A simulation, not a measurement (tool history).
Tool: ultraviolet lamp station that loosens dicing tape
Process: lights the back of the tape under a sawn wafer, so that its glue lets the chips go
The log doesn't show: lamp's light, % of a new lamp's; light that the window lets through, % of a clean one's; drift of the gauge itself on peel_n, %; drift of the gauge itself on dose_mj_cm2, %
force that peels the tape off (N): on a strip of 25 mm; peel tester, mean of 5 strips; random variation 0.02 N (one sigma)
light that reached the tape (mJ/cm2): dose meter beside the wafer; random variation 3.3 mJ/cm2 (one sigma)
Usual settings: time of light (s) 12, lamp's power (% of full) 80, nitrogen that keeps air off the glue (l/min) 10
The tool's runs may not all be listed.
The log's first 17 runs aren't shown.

run,hour,time of light (s),lamp's power (% of full),nitrogen that keeps air off the glue (l/min),hours of work of the lamp,hours of work since the window was cleaned,force that peels the tape off (N),light that reached the tape (mJ/cm2)
18,559.2,12,80,10,805,359,0.96,527
19,595.8,12,80,10,820,374,0.977,523
20,623.5,12,80,8,832,385,1.048,523
21,658.3,12,80,8,846,399,1.11,522
22,682.6,10,72,8,856,409,1.835,393
23,707.4,15,75,10,866,419,0.685,614
24,748.4,12,64,10,883,436,1.538,421
25,769.6,12,64,10,892,445,1.534,423
26,805.5,9,74,3,906,460,3.008,364
27,841.8,9,74,3,921,474,3.003,364
# hour 854.5: lamp changed
28,878.5,8,62,3,10,489,4.146,268
29,900,8,62,3,19,498,4.077,269
30,934.9,8,62,3,33,512,4.162,267
31,980.2,7,79,3,51,531,3.71,300
32,1024.4,7,79,3,70,549,3.71,303
33,1046.8,7,79,14,79,558,2.37,298
34,1067.4,12,80,3,87,566,1.759,524
35,1107.5,12,80,3,104,583,1.778,524
36,1127.2,12,80,3,112,591,1.808,522
37,1147.3,9,62,10,120,599,2.51,304
38,1189.2,9,78,16,137,616,1.467,386
39,1208.3,12,96,6,145,624,0.867,629
40,1230,12,81,5,154,633,1.335,530
41,1263.4,12,81,5,168,647,1.387,523
42,1289.2,12,81,5,178,657,1.357,536

Forecast each of these 3 alternatives for the next run:
A,1307.9,12,77,13,186,665,?,?
B,1307.9,17,75,10,186,665,?,?
C,1307.9,12,80,16,186,665,?,?

run,force that peels the tape off (N),light that reached the tape (mJ/cm2)
A,0.953,503
B,0.526,696
C,0.79,522
Without the tool's hidden state the same runs would have given:
run,force that peels the tape off (N),light that reached the tape (mJ/cm2)
A,0.946,505
B,0.522,698
C,0.784,524

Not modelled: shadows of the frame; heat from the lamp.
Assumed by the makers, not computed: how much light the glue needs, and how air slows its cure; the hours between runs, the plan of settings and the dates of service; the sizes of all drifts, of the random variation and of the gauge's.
